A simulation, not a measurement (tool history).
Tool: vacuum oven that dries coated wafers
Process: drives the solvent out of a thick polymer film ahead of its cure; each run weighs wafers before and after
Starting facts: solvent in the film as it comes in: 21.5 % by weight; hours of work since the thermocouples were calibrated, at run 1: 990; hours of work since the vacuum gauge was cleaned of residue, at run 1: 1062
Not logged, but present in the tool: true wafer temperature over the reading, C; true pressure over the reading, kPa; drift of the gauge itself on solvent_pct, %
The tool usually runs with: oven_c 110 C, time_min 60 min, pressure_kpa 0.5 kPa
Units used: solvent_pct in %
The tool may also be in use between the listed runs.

run	hour	oven_c	time_min	pressure_kpa	hours of work since the thermocouples were calibrated	hours of work since the vacuum gauge was cleaned of residue	solvent_pct
1	0	110	60	0.5	990	1062	1.1
2	67.6	110	102	0.5	1028	1100	0.49
3	109.8	125	60	0.5	1052	1123	0.26
4	148.9	125	60	0.5	1074	1146	0.24
5	215.4	125	60	0.5	1111	1183	0.25
6	280.9	125	60	0.5	1148	1220	0.24
7	351.2	125	60	0.5	1188	1260	0.23
8	396	125	60	0.5	1213	1285	0.25
9	429	125	60	0.5	1232	1304	0.29
10	484.3	110	32	0.5	1263	1335	3.39
# hour 490.3: vacuum gauge cleaned of residue and calibrated
11	514.9	110	60	0.5	1279	14	1.22
12	545.7	110	60	0.5	1297	31	1.21
13	582.5	120	60	0.5	1317	52	0.43
14	638.5	110	47	0.606	1349	84	1.9
# hour 661.5: oven's thermocouples calibrated
# hour 693.7: vacuum gauge cleaned of residue and calibrated, once more
15	710	110	32	0.5	26	9	3.47
16	749	110	99	1.962	49	31	0.87
17	809.7	98	50	1.04	83	65	6.06
18	849.5	110	60	1.183	105	88	1.27
19	896.5	125	60	1.704	132	114	0.46
20	957.3	112	75	0.687	166	149	0.47
21	1025.8	112	75	0.687	205	187	0.46
22	1084.2	112	75	0.687	238	220	0.56
23	1153	96	60	0.751	276	259	5.55
24	1183	103	53	0.751	293	276	3.43
25	1221.5	110	39	1.673	315	298	2.81
26	1258.2	110	39	1.673	336	318	2.89

Below are 4 alternative next runs, each starting from the tool's condition after run 26. Predict each:
A	1302.4	101	39	1.673	361	343	?
B	1302.4	110	60	0.541	361	343	?
C	1302.4	108	61	0.667	361	343	?
D	1302.4	110	36	0.5	361	343	?

run	solvent_pct
A	6.45
B	0.99
C	1.36
D	2.85
Take away the tool's hidden state, keep each run's random variation, and the runs would have read:
run	solvent_pct
A	6.51
B	0.98
C	1.35
D	2.88
